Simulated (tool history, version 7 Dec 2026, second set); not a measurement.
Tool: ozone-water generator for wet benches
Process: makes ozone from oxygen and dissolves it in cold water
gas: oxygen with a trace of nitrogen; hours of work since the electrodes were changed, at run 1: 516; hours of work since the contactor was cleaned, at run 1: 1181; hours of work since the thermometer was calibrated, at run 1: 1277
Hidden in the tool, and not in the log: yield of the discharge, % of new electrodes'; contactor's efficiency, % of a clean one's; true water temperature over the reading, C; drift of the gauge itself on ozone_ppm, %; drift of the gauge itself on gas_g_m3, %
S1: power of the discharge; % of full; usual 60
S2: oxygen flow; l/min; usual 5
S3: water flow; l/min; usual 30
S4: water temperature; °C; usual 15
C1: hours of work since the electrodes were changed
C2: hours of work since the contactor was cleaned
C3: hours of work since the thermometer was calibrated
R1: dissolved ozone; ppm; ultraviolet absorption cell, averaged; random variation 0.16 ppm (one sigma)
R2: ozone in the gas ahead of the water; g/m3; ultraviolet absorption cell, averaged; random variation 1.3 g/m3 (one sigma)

{"run": 1, "hour": 0.0, "S1": 60, "S2": 5, "S3": 30, "S4": 15, "C1": 516, "C2": 1181, "C3": 1277, "R1": 19.4, "R2": 238.6}
{"run": 2, "hour": 27.7, "S1": 60, "S2": 5, "S3": 30, "S4": 15, "C1": 537, "C2": 1202, "C3": 1298, "R1": 19.7, "R2": 241.5}
{"run": 3, "hour": 48.9, "S1": 60, "S2": 8.05, "S3": 30, "S4": 15, "C1": 553, "C2": 1217, "C3": 1314, "R1": 22.6, "R2": 203.6}
{"run": 4, "hour": 95.6, "S1": 60, "S2": 5, "S3": 30, "S4": 12, "C1": 588, "C2": 1253, "C3": 1349, "R1": 20.1, "R2": 239.2}
{"run": 5, "hour": 115.7, "S1": 67, "S2": 5, "S3": 30, "S4": 15, "C1": 603, "C2": 1268, "C3": 1364, "R1": 21.1, "R2": 254.8}
{"run": 6, "hour": 138.3, "S1": 67, "S2": 5, "S3": 30, "S4": 15, "C1": 620, "C2": 1285, "C3": 1381, "R1": 21.3, "R2": 256}
{"run": 7, "hour": 178.4, "S1": 60, "S2": 2.85, "S3": 30, "S4": 15, "C1": 650, "C2": 1315, "C3": 1411, "R1": 15.7, "R2": 290.6}
{"run": 8, "hour": 214.8, "S1": 60, "S2": 2.85, "S3": 30, "S4": 15, "C1": 677, "C2": 1342, "C3": 1438, "R1": 15.6, "R2": 289.6}
{"run": 9, "hour": 245.4, "S1": 60, "S2": 5, "S3": 43, "S4": 15, "C1": 700, "C2": 1365, "C3": 1461, "R1": 13.2, "R2": 237.6}
{"run": 10, "hour": 266.6, "S1": 60, "S2": 5, "S3": 19, "S4": 15, "C1": 716, "C2": 1381, "C3": 1477, "R1": 29.8, "R2": 239.1}
{"run": 11, "hour": 291.5, "S1": 60, "S2": 5, "S3": 30, "S4": 15, "C1": 735, "C2": 1400, "C3": 1496, "R1": 19.7, "R2": 237}
{"hour": 295.4, "done": "water thermometer calibrated"}
{"run": 12, "hour": 331.5, "S1": 60, "S2": 5, "S3": 42, "S4": 15, "C1": 765, "C2": 1430, "C3": 27, "R1": 13.4, "R2": 239.6}
{"run": 13, "hour": 373.5, "S1": 60, "S2": 5, "S3": 30, "S4": 15, "C1": 796, "C2": 1461, "C3": 59, "R1": 19.6, "R2": 235.6}
{"run": 14, "hour": 416.5, "S1": 60, "S2": 7.89, "S3": 30, "S4": 15, "C1": 829, "C2": 1493, "C3": 91, "R1": 22.4, "R2": 205}
{"hour": 437.0, "done": "water thermometer calibrated, once more"}
{"run": 15, "hour": 460.1, "S1": 60, "S2": 7.89, "S3": 30, "S4": 15, "C1": 861, "C2": 1526, "C3": 17, "R1": 22.5, "R2": 203.9}
{"run": 16, "hour": 503.9, "S1": 60, "S2": 5, "S3": 29, "S4": 15, "C1": 894, "C2": 1559, "C3": 50, "R1": 20.1, "R2": 237.5}
{"run": 17, "hour": 528.2, "S1": 60, "S2": 5, "S3": 29, "S4": 15, "C1": 912, "C2": 1577, "C3": 69, "R1": 19.9, "R2": 235.3}
{"run": 18, "hour": 557.2, "S1": 60, "S2": 5, "S3": 29, "S4": 15, "C1": 934, "C2": 1599, "C3": 90, "R1": 19.9, "R2": 236.5}
{"run": 19, "hour": 587.8, "S1": 60, "S2": 5, "S3": 29, "S4": 15, "C1": 957, "C2": 1622, "C3": 113, "R1": 19.9, "R2": 235.3}
{"run": 20, "hour": 627.4, "S1": 60, "S2": 3.22, "S3": 27, "S4": 15, "C1": 987, "C2": 1652, "C3": 143, "R1": 18.2, "R2": 271.8}
{"run": 21, "hour": 666.9, "S1": 60, "S2": 5, "S3": 27, "S4": 15, "C1": 1017, "C2": 1681, "C3": 173, "R1": 21.5, "R2": 235.9}
{"run": 22, "hour": 688.0, "S1": 60, "S2": 3.28, "S3": 35, "S4": 7, "C1": 1032, "C2": 1697, "C3": 189, "R1": 14.3, "R2": 268.9}
{"run": 23, "hour": 711.3, "S1": 81, "S2": 3.28, "S3": 35, "S4": 15, "C1": 1050, "C2": 1715, "C3": 206, "R1": 16.4, "R2": 324.2}
{"run": 24, "hour": 750.4, "S1": 81, "S2": 3.28, "S3": 35, "S4": 15, "C1": 1079, "C2": 1744, "C3": 236, "R1": 16.3, "R2": 326.3}
{"run": 25, "hour": 787.3, "S1": 60, "S2": 3.11, "S3": 35, "S4": 11, "C1": 1107, "C2": 1772, "C3": 263, "R1": 13.6, "R2": 277.1}
{"run": 26, "hour": 823.2, "S1": 60, "S2": 5, "S3": 30, "S4": 12, "C1": 1134, "C2": 1799, "C3": 290, "R1": 19.5, "R2": 234.9}
{"run": 27, "hour": 849.5, "S1": 60, "S2": 5, "S3": 30, "S4": 12, "C1": 1154, "C2": 1819, "C3": 310, "R1": 19.7, "R2": 236.3}

Forecast each of these 3 alternatives for the next run:
{"run": "A", "hour": 880.3, "S1": 64, "S2": 2.86, "S3": 30, "S4": 21, "C1": 1177, "C2": 1842, "C3": 333, "R1": "?", "R2": "?"}
{"run": "B", "hour": 880.3, "S1": 66, "S2": 2.81, "S3": 30, "S4": 9, "C1": 1177, "C2": 1842, "C3": 333, "R1": "?", "R2": "?"}
{"run": "C", "hour": 880.3, "S1": 60, "S2": 8.63, "S3": 30, "S4": 17, "C1": 1177, "C2": 1842, "C3": 333, "R1": "?", "R2": "?"}

run=A R1=15.2 R2=296.4
run=B R1=16.4 R2=301.9
run=C R1=21.8 R2=196.7
Without the tool's hidden state the same runs would have given:
run=A R1=16.3 R2=307.4
run=B R1=17.6 R2=313.4
run=C R1=23.3 R2=203.7
